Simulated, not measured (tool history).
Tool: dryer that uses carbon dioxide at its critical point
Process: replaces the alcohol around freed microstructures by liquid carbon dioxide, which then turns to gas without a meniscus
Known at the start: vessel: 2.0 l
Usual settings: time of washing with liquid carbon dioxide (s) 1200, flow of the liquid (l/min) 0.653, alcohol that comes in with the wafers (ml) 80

run	hour	time of washing with liquid carbon dioxide (s)	flow of the liquid (l/min)	alcohol that comes in with the wafers (ml)	alcohol left in the vessel before it's heated (ppm by volume)
1	0	1200	0.653	80	147
2	4.9	1200	0.653	80	146
3	11	1200	0.653	80	152
4	16.3	1200	0.653	80	168
5	21.1	1200	0.609	80	219
6	27	1200	0.609	80	227
7	36.2	1200	0.609	80	225
8	42.3	1200	0.653	80	160
9	49.4	1200	0.653	80	170
10	55.5	1200	0.653	103	202
11	64.8	1380	0.403	25	241
12	71.6	1200	0.507	80	516
13	77.2	1500	0.507	80	182
14	84.5	840	0.7	80	629

Run 15 comes next. What will it give?
15	92.3	1500	0.46	115	?

{"run 15": {"alcohol left in the vessel before it's heated (ppm by volume)": 401}}
Without the tool's hidden state the same run would have given alcohol left in the vessel before it's heated (ppm by volume) 336.
